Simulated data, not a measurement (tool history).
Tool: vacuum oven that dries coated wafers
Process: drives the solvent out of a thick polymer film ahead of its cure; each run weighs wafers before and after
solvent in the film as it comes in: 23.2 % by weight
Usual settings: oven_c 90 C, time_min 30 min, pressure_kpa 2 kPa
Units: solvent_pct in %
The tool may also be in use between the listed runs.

{"run": 1, "hour": 0.0, "oven_c": 90, "time_min": 30, "pressure_kpa": 2, "solvent_pct": 4.59}
{"run": 2, "hour": 49.7, "oven_c": 90, "time_min": 45, "pressure_kpa": 2, "solvent_pct": 2.41}
{"run": 3, "hour": 104.3, "oven_c": 84, "time_min": 30, "pressure_kpa": 2, "solvent_pct": 6.22}
{"run": 4, "hour": 163.0, "oven_c": 90, "time_min": 30, "pressure_kpa": 2, "solvent_pct": 4.59}
{"run": 5, "hour": 229.0, "oven_c": 90, "time_min": 30, "pressure_kpa": 2, "solvent_pct": 4.57}
{"run": 6, "hour": 283.4, "oven_c": 90, "time_min": 30, "pressure_kpa": 2, "solvent_pct": 4.64}
{"run": 7, "hour": 321.6, "oven_c": 90, "time_min": 30, "pressure_kpa": 2, "solvent_pct": 4.59}
{"run": 8, "hour": 352.8, "oven_c": 90, "time_min": 30, "pressure_kpa": 2, "solvent_pct": 4.62}
{"run": 9, "hour": 386.5, "oven_c": 90, "time_min": 30, "pressure_kpa": 2, "solvent_pct": 4.63}
{"run": 10, "hour": 415.1, "oven_c": 90, "time_min": 30, "pressure_kpa": 2, "solvent_pct": 4.63}
{"run": 11, "hour": 477.0, "oven_c": 90, "time_min": 30, "pressure_kpa": 2, "solvent_pct": 4.61}
{"run": 12, "hour": 518.0, "oven_c": 105, "time_min": 30, "pressure_kpa": 2, "solvent_pct": 1.55}
{"run": 13, "hour": 548.5, "oven_c": 105, "time_min": 30, "pressure_kpa": 3.9, "solvent_pct": 1.78}
{"run": 14, "hour": 606.3, "oven_c": 105, "time_min": 30, "pressure_kpa": 3.9, "solvent_pct": 1.82}
{"run": 15, "hour": 672.4, "oven_c": 105, "time_min": 30, "pressure_kpa": 3.9, "solvent_pct": 1.84}
{"run": 16, "hour": 701.6, "oven_c": 90, "time_min": 30, "pressure_kpa": 1.12, "solvent_pct": 4.47}
{"run": 17, "hour": 754.2, "oven_c": 90, "time_min": 16, "pressure_kpa": 2, "solvent_pct": 8.74}
{"run": 18, "hour": 811.6, "oven_c": 90, "time_min": 47, "pressure_kpa": 2, "solvent_pct": 2.32}
{"run": 19, "hour": 866.7, "oven_c": 90, "time_min": 31, "pressure_kpa": 2, "solvent_pct": 4.44}
{"run": 20, "hour": 899.9, "oven_c": 90, "time_min": 31, "pressure_kpa": 2, "solvent_pct": 4.16}
{"run": 21, "hour": 953.6, "oven_c": 90, "time_min": 30, "pressure_kpa": 2, "solvent_pct": 4.41}
{"run": 22, "hour": 1007.8, "oven_c": 90, "time_min": 22, "pressure_kpa": 2, "solvent_pct": 6.38}
{"run": 23, "hour": 1067.5, "oven_c": 90, "time_min": 31, "pressure_kpa": 2, "solvent_pct": 4.22}
{"run": 24, "hour": 1129.3, "oven_c": 90, "time_min": 30, "pressure_kpa": 1.1, "solvent_pct": 4.23}
{"run": 25, "hour": 1186.9, "oven_c": 85, "time_min": 53, "pressure_kpa": 4.86, "solvent_pct": 3.17}
{"run": 26, "hour": 1214.4, "oven_c": 85, "time_min": 53, "pressure_kpa": 4.86, "solvent_pct": 3.17}
{"run": 27, "hour": 1257.5, "oven_c": 85, "time_min": 53, "pressure_kpa": 1.36, "solvent_pct": 2.39}
{"run": 28, "hour": 1308.0, "oven_c": 85, "time_min": 22, "pressure_kpa": 1.36, "solvent_pct": 7.8}
{"run": 29, "hour": 1359.7, "oven_c": 90, "time_min": 29, "pressure_kpa": 1.82, "solvent_pct": 4.59}
{"run": 30, "hour": 1416.7, "oven_c": 77, "time_min": 35, "pressure_kpa": 1.04, "solvent_pct": 7}
{"run": 31, "hour": 1457.9, "oven_c": 77, "time_min": 35, "pressure_kpa": 1.04, "solvent_pct": 6.99}
{"run": 32, "hour": 1512.8, "oven_c": 96, "time_min": 30, "pressure_kpa": 6.14, "solvent_pct": 3.62}
{"run": 33, "hour": 1569.3, "oven_c": 77, "time_min": 31, "pressure_kpa": 2.69, "solvent_pct": 8.21}
{"run": 34, "hour": 1631.3, "oven_c": 102, "time_min": 24, "pressure_kpa": 7.02, "solvent_pct": 3.53}
{"run": 35, "hour": 1659.7, "oven_c": 90, "time_min": 37, "pressure_kpa": 2.14, "solvent_pct": 3.28}
{"run": 36, "hour": 1708.8, "oven_c": 86, "time_min": 26, "pressure_kpa": 3.4, "solvent_pct": 6.76}
{"run": 37, "hour": 1762.5, "oven_c": 98, "time_min": 46, "pressure_kpa": 4.09, "solvent_pct": 1.41}
{"run": 38, "hour": 1812.6, "oven_c": 98, "time_min": 53, "pressure_kpa": 5.49, "solvent_pct": 1.32}
{"run": 39, "hour": 1857.1, "oven_c": 81, "time_min": 27, "pressure_kpa": 2, "solvent_pct": 7.78}
{"run": 40, "hour": 1886.1, "oven_c": 81, "time_min": 27, "pressure_kpa": 2, "solvent_pct": 7.78}
{"run": 41, "hour": 1938.7, "oven_c": 81, "time_min": 27, "pressure_kpa": 2, "solvent_pct": 7.7}
{"run": 42, "hour": 2000.4, "oven_c": 94, "time_min": 45, "pressure_kpa": 1.05, "solvent_pct": 1.54}
{"run": 43, "hour": 2056.1, "oven_c": 84, "time_min": 29, "pressure_kpa": 7.35, "solvent_pct": 7.43}
{"run": 44, "hour": 2089.2, "oven_c": 84, "time_min": 29, "pressure_kpa": 7.35, "solvent_pct": 7.47}
{"run": 45, "hour": 2154.5, "oven_c": 84, "time_min": 29, "pressure_kpa": 7.35, "solvent_pct": 7.46}
{"run": 46, "hour": 2184.4, "oven_c": 90, "time_min": 30, "pressure_kpa": 2, "solvent_pct": 4.54}
{"run": 47, "hour": 2240.7, "oven_c": 86, "time_min": 30, "pressure_kpa": 2, "solvent_pct": 5.65}

Not shown: 2 entries that the log had between the listed runs. Between which runs, and how does the tool's hidden state differ before and after?
Between runs 19 and 20: oven's thermocouples calibrated (hour 883.8); vacuum gauge cleaned of residue and calibrated (hour 899.9)
  true wafer temperature over the reading, C: -0.78 -> 0.03; true pressure over the reading, kPa: 0.45 -> -0.014
  measured less the result without the state, solvent_pct: +0.28 -> -0.01 %
